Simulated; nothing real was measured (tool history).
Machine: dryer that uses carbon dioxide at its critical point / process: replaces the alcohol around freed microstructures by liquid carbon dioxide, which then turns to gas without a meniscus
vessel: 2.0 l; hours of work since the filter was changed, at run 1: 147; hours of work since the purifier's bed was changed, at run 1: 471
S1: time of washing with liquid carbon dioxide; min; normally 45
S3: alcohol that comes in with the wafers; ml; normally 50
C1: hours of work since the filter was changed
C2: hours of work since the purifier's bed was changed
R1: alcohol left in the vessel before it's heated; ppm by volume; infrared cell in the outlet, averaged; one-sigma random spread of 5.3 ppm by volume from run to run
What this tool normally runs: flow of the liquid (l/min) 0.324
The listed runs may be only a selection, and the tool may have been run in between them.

run 1 hour=0.0 | S1=45 flow_of_the_liquid_(l/min)=0.324 S3=50 | C1=147 C2=471 | R1=248
run 2 hour=17.6 | S1=45 flow_of_the_liquid_(l/min)=0.324 S3=70 | C1=157 C2=482 | R1=323
run 3 hour=30.8 | S1=45 flow_of_the_liquid_(l/min)=0.324 S3=70 | C1=165 C2=490 | R1=335
run 4 hour=44.7 | S1=45 flow_of_the_liquid_(l/min)=0.324 S3=50 | C1=174 C2=499 | R1=266
-- hour=49.7 inlet filter changed
run 5 hour=75.6 | S1=45 flow_of_the_liquid_(l/min)=0.324 S3=50 | C1=16 C2=517 | R1=223
run 6 hour=104.7 | S1=45 flow_of_the_liquid_(l/min)=0.324 S3=22 | C1=34 C2=535 | R1=155
run 7 hour=123.0 | S1=45 flow_of_the_liquid_(l/min)=0.324 S3=22 | C1=45 C2=546 | R1=163
run 8 hour=143.7 | S1=45 flow_of_the_liquid_(l/min)=0.324 S3=22 | C1=57 C2=558 | R1=170
run 9 hour=160.8 | S1=42 flow_of_the_liquid_(l/min)=0.324 S3=50 | C1=68 C2=569 | R1=286
run 10 hour=190.8 | S1=45 flow_of_the_liquid_(l/min)=0.324 S3=50 | C1=86 C2=587 | R1=254
run 11 hour=215.5 | S1=45 flow_of_the_liquid_(l/min)=0.324 S3=50 | C1=101 C2=602 | R1=258
run 12 hour=231.8 | S1=45 flow_of_the_liquid_(l/min)=0.324 S3=39 | C1=111 C2=612 | R1=234
run 13 hour=252.1 | S1=45 flow_of_the_liquid_(l/min)=0.324 S3=78 | C1=123 C2=624 | R1=348
run 14 hour=267.2 | S1=45 flow_of_the_liquid_(l/min)=0.324 S3=78 | C1=132 C2=634 | R1=360
run 15 hour=294.2 | S1=45 flow_of_the_liquid_(l/min)=0.324 S3=78 | C1=149 C2=650 | R1=357
run 16 hour=317.8 | S1=45 flow_of_the_liquid_(l/min)=0.324 S3=78 | C1=163 C2=664 | R1=379
-- hour=338.1 inlet filter changed
run 17 hour=338.1 | S1=45 flow_of_the_liquid_(l/min)=0.324 S3=78 | C1=0 C2=676 | R1=308
run 18 hour=362.9 | S1=45 flow_of_the_liquid_(l/min)=0.324 S3=78 | C1=15 C2=691 | R1=313
run 19 hour=378.3 | S1=45 flow_of_the_liquid_(l/min)=0.324 S3=78 | C1=24 C2=701 | R1=307
run 20 hour=392.1 | S1=45 flow_of_the_liquid_(l/min)=0.208 S3=30 | C1=33 C2=709 | R1=592
run 21 hour=416.4 | S1=45 flow_of_the_liquid_(l/min)=0.246 S3=23 | C1=48 C2=724 | R1=348
run 22 hour=429.5 | S1=34 flow_of_the_liquid_(l/min)=0.227 S3=23 | C1=56 C2=732 | R1=809
run 23 hour=457.5 | S1=41 flow_of_the_liquid_(l/min)=0.365 S3=33 | C1=73 C2=749 | R1=228
run 24 hour=474.0 | S1=64 flow_of_the_liquid_(l/min)=0.213 S3=50 | C1=83 C2=759 | R1=331
run 25 hour=494.5 | S1=32 flow_of_the_liquid_(l/min)=0.213 S3=50 | C1=95 C2=771 | R1=2285
-- hour=504.1 purifier's bed changed
run 26 hour=515.2 | S1=46 flow_of_the_liquid_(l/min)=0.473 S3=26 | C1=106 C2=7 | R1=9
run 27 hour=531.6 | S1=46 flow_of_the_liquid_(l/min)=0.473 S3=47 | C1=116 C2=17 | R1=12
run 28 hour=554.2 | S1=46 flow_of_the_liquid_(l/min)=0.473 S3=47 | C1=130 C2=31 | R1=30
run 29 hour=579.8 | S1=29 flow_of_the_liquid_(l/min)=0.324 S3=21 | C1=145 C2=46 | R1=424
run 30 hour=599.4 | S1=48 flow_of_the_liquid_(l/min)=0.215 S3=31 | C1=157 C2=58 | R1=421
-- hour=630.3 inlet filter changed
run 31 hour=631.2 | S1=38 flow_of_the_liquid_(l/min)=0.429 S3=31 | C1=1 C2=77 | R1=56
run 32 hour=650.0 | S1=67 flow_of_the_liquid_(l/min)=0.324 S3=32 | C1=12 C2=88 | R1=29
run 33 hour=667.3 | S1=36 flow_of_the_liquid_(l/min)=0.339 S3=32 | C1=23 C2=99 | R1=193
run 34 hour=684.3 | S1=48 flow_of_the_liquid_(l/min)=0.324 S3=50 | C1=33 C2=109 | R1=111
run 35 hour=697.5 | S1=48 flow_of_the_liquid_(l/min)=0.364 S3=63 | C1=41 C2=117 | R1=92
run 36 hour=723.5 | S1=46 flow_of_the_liquid_(l/min)=0.324 S3=50 | C1=57 C2=133 | R1=144
run 37 hour=750.3 | S1=45 flow_of_the_liquid_(l/min)=0.245 S3=50 | C1=73 C2=149 | R1=473
run 38 hour=772.6 | S1=45 flow_of_the_liquid_(l/min)=0.479 S3=79 | C1=87 C2=163 | R1=60

Each row is a separate what-if for the run after 38, all from the same tool condition, not one after another. Results?
run A hour=795.4 | S1=45 flow_of_the_liquid_(l/min)=0.305 S3=24 | C1=101 C2=177 | R1=?
run B hour=795.4 | S1=45 flow_of_the_liquid_(l/min)=0.415 S3=79 | C1=101 C2=177 | R1=?
run C hour=795.4 | S1=39 flow_of_the_liquid_(l/min)=0.551 S3=69 | C1=101 C2=177 | R1=?
run D hour=795.4 | S1=45 flow_of_the_liquid_(l/min)=0.464 S3=24 | C1=101 C2=177 | R1=?

run=A R1=130
run=B R1=95
run=C R1=70
run=D R1=57
Had the tool no hidden state, the same runs would have come out as:
run=A R1=70
run=B R1=40
run=C R1=25
run=D R1=16

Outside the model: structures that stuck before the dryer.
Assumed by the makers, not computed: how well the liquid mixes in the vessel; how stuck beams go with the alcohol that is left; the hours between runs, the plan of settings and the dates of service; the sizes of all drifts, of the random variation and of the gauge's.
